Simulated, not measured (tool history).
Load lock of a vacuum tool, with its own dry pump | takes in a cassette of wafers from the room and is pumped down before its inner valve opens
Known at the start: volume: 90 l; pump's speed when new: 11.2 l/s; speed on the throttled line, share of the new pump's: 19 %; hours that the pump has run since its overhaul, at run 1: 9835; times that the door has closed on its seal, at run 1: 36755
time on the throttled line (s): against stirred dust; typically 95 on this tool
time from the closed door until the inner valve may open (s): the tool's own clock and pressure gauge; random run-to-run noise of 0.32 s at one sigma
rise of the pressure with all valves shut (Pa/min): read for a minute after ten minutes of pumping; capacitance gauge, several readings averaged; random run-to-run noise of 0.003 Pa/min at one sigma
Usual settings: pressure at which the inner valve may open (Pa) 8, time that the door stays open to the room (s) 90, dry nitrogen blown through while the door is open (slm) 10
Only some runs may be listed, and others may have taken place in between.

| run | hour | time on the throttled line (s) | pressure at which the inner valve may open (Pa) | time that the door stays open to the room (s) | dry nitrogen blown through while the door is open (slm) | hours that the pump has run since its overhaul | times that the door has closed on its seal | incoming humidity of the room's air, % | time from the closed door until the inner valve may open (s) | rise of the pressure with all valves shut (Pa/min) |
|---|---|---|---|---|---|---|---|---|---|---|
| 1 | 0.0 | 95 | 8 | 90 | 10 | 9835 | 36755 | 45.8 | 156.9 | 0.417 |
| 2 | 180.9 | 95 | 8 | 90 | 10 | 10016 | 37358 | 46.3 | 157.3 | 0.420 |
| 3 | 322.5 | 95 | 8 | 90 | 12 | 10157 | 37830 | 44.3 | 156.9 | 0.436 |
| 4 | 502.7 | 95 | 8 | 90 | 12 | 10338 | 38430 | 46.3 | 157.4 | 0.442 |
| 5 | 672.7 | 95 | 8 | 176 | 12 | 10508 | 38997 | 43.6 | 157.6 | 0.467 |
| 6 | 813.7 | 95 | 8 | 176 | 12 | 10649 | 39467 | 43.7 | 157.7 | 0.482 |
| 7 | 1013.9 | 95 | 8 | 176 | 12 | 10849 | 40134 | 49.2 | 157.0 | 0.492 |
| 8 | 1265.4 | 95 | 8 | 176 | 12 | 11100 | 40972 | 44.6 | 157.5 | 0.495 |
| 9 | 1476.7 | 95 | 8 | 90 | 10 | 11312 | 41676 | 44.9 | 158.0 | 0.499 |
| 10 | 1749.1 | 95 | 11 | 90 | 10 | 11584 | 42583 | 44.7 | 154.3 | 0.520 |
| 11 | 1900.5 | 95 | 11 | 90 | 10 | 11735 | 43088 | 47.1 | 154.3 | 0.536 |
| 12 | 2063.7 | 95 | 16 | 90 | 10 | 11899 | 43632 | 45.4 | 151.3 | 0.545 |
| 13 | 2252.9 | 95 | 16 | 90 | 10 | 12088 | 44262 | 45.5 | 151.6 | 0.566 |
|  | 2457.4 | door's seal changed, seat wiped |
| 14 | 2485.7 | 95 | 16 | 90 | 10 | 12319 | 95 | 48.6 | 152.0 | 0.023 |
| 15 | 2678.1 | 85 | 7 | 90 | 10 | 12511 | 736 | 43.7 | 151.2 | 0.030 |
| 16 | 2968.2 | 138 | 7 | 90 | 10 | 12802 | 1703 | 43.5 | 193.6 | 0.029 |
| 17 | 3269.8 | 71 | 8 | 90 | 28 | 13103 | 2707 | 45.8 | 138.8 | 0.028 |
| 18 | 3412.9 | 95 | 8 | 47 | 9 | 13246 | 3184 | 46.0 | 158.3 | 0.032 |
| 19 | 3596.7 | 95 | 14 | 90 | 10 | 13430 | 3796 | 47.0 | 154.0 | 0.046 |
| 20 | 3728.1 | 95 | 14 | 90 | 10 | 13562 | 4234 | 45.1 | 153.1 | 0.042 |
| 21 | 3986.1 | 95 | 14 | 136 | 10 | 13820 | 5094 | 44.4 | 153.2 | 0.050 |
| 22 | 4126.8 | 73 | 15 | 90 | 10 | 13960 | 5563 | 44.7 | 135.7 | 0.055 |
| 23 | 4324.1 | 133 | 8 | 90 | 7 | 14158 | 6220 | 45.7 | 187.4 | 0.056 |
| 24 | 4594.9 | 60 | 8 | 90 | 5 | 14428 | 7122 | 48.6 | 131.2 | 0.063 |
| 25 | 4790.1 | 97 | 13 | 90 | 10 | 14624 | 7773 | 47.9 | 156.1 | 0.075 |
| 26 | 4997.0 | 97 | 13 | 90 | 10 | 14830 | 8462 | 45.8 | 155.7 | 0.067 |
| 27 | 5246.9 | 97 | 13 | 90 | 10 | 15080 | 9295 | 41.2 | 155.1 | 0.077 |
| 28 | 5545.2 | 135 | 8 | 77 | 31 | 15379 | 10289 | 43.1 | 190.5 | 0.072 |

Alternative continuations, all from the tool just after run 28; predict every row:
| A | 5817.8 | 135 | 14 | 77 | 31 | 15651 | 11197 | 44.3 | ? | ? |
| B | 5817.8 | 55 | 9 | 90 | 10 | 15651 | 11197 | 44.6 | ? | ? |
| C | 5817.8 | 133 | 8 | 90 | 10 | 15651 | 11197 | 39.8 | ? | ? |

| run | time from the closed door until the inner valve may open (s) | rise of the pressure with all valves shut (Pa/min) |
|---|---|---|
| A | 185.0 | 0.086 |
| B | 127.4 | 0.092 |
| C | 188.4 | 0.084 |
What these runs would have given with no unlogged condition in the tool:
| run | time from the closed door until the inner valve may open (s) | rise of the pressure with all valves shut (Pa/min) |
|---|---|---|
| A | 179.9 | 0.019 |
| B | 120.1 | 0.026 |
| C | 182.6 | 0.016 |

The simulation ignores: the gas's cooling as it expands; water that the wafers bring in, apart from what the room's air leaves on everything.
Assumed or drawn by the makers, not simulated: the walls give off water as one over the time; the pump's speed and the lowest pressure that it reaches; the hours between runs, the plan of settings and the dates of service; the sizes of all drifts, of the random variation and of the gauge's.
